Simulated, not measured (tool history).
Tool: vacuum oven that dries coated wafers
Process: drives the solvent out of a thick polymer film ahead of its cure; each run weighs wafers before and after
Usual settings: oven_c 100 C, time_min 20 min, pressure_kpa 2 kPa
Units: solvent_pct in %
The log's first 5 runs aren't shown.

run	day	oven_c	time_min	pressure_kpa	hours of work since the thermocouples were calibrated	hours of work since the vacuum gauge was cleaned of residue	solvent_pct
6	2.579	101	20	2.51	249	178	2.61
7	3.121	101	20	2.51	257	186	2.66
8	3.692	101	20	2.51	264	193	2.68
9	4.196	101	20	2.51	271	200	2.66
10	4.792	100	17	2	279	208	2.82
11	5.158	100	20	2	284	213	2.46
12	5.725	100	20	2	292	221	2.32
13	6.1	100	20	2	297	226	2.51
14	6.546	100	20	2	303	232	2.45
15	6.929	100	20	2	308	237	2.53
16	7.246	100	20	2	313	242	2.4
17	7.721	98	10	1.43	319	248	5.35
18	8.262	89	20	2	326	256	5.92
19	8.712	89	20	2	333	262	5.96

The next listed run, before its measurement:
20	8.992	89	20	2	336	265	?

{"run 20": {"solvent_pct": 6.02}}
Without the tool's hidden state the same run would have given solvent_pct 5.63 %.
